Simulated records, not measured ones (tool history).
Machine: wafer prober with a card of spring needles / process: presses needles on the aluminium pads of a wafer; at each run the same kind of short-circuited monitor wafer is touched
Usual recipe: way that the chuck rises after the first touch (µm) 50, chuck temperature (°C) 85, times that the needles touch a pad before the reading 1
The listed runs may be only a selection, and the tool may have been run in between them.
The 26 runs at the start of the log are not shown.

run,hour,way that the chuck rises after the first touch (µm),chuck temperature (°C),times that the needles touch a pad before the reading,resistance of one needle with its contact and lead (mohm),way that a needle slides on the pad (µm)
# hour 318.1: tips cleaned on abrasive film
27,328.2,48,85,1,247,6.42
# hour 329.7: height of the first contact set anew
# hour 331.5: tips cleaned on abrasive film
28,339.3,31,44,3,228,4.3
# hour 344.4: tips cleaned on abrasive film
29,353.4,31,27,2,257,4.33
# hour 357.3: tips cleaned on abrasive film
30,363.8,31,27,2,247,4.26
# hour 371.1: tips cleaned on abrasive film
31,381.9,31,27,2,268,4.27
# hour 383.7: tips cleaned on abrasive film
32,393.4,50,89,2,218,6.89
# hour 397.7: tips cleaned on abrasive film
# hour 410.4: tips cleaned on abrasive film
33,411,35,77,2,202,4.77
# hour 423.3: tips cleaned on abrasive film
34,427.5,69,48,1,193,9.49

Below are 3 alternative next runs, each starting from the tool's condition after run 34. Predict each:
# hour 436.6: tips cleaned on abrasive film
A,442.9,46,48,1,?,?
# hour 436.6: tips cleaned on abrasive film
B,442.9,59,48,2,?,?
# hour 436.6: tips cleaned on abrasive film
C,442.9,69,121,3,?,?

run,resistance of one needle with its contact and lead (mohm),way that a needle slides on the pad (µm)
A,229,6.29
B,193,8.09
C,195,9.48
With the hidden condition removed and each run's random variation left untouched, the same runs would have given:
run,resistance of one needle with its contact and lead (mohm),way that a needle slides on the pad (µm)
A,179,6.35
B,173,8.16
C,186,9.54
